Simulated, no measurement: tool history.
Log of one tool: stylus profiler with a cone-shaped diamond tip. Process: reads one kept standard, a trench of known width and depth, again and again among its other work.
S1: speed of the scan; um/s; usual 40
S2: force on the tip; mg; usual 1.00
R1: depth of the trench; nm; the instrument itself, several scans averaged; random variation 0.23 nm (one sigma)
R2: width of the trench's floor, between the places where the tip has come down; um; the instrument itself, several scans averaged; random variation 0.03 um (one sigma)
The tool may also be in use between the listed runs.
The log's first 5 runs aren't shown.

run,day,S1,S2,R1,R2
6,2.429,61,2.86,1015.37,43.28
7,2.729,49,1.00,1007.07,43.14
8,3.342,59,1.00,1007.24,43.04
9,3.762,18,1.00,1007.20,43.43
10,4.350,18,1.00,1006.77,43.39
11,4.900,38,1.00,1006.71,43.17
12,5.204,26,1.00,1006.80,43.26
13,5.567,26,1.00,1007.05,43.28
14,5.896,40,1.00,1006.81,43.13
15,6.283,40,0.73,1005.43,43.09
16,6.717,40,0.73,1005.51,43.09
17,7.042,40,0.73,1005.50,43.07
18,7.567,40,0.73,1005.53,43.06
19,8.058,40,1.00,1006.86,43.12
20,8.629,40,1.98,1011.48,43.21
21,9.050,40,1.98,1011.49,43.26
22,9.671,40,1.98,1011.69,43.19
23,10.042,40,0.34,1002.73,42.82
24,10.504,66,0.51,1003.75,42.59
25,10.775,113,0.82,1005.14,42.28
26,11.129,12,1.00,1006.57,43.26
27,11.592,12,1.00,1006.68,43.34
28,12.046,109,0.56,1003.68,42.07
29,12.571,21,0.56,1004.10,43.11

The next listed run, before its measurement:
30,13.062,32,1.00,?,?

R1: 1006.14 nm
R2: 43.04 um
Without the tool's hidden state the same run would have given R1 1007.82 nm, R2 43.68 um.

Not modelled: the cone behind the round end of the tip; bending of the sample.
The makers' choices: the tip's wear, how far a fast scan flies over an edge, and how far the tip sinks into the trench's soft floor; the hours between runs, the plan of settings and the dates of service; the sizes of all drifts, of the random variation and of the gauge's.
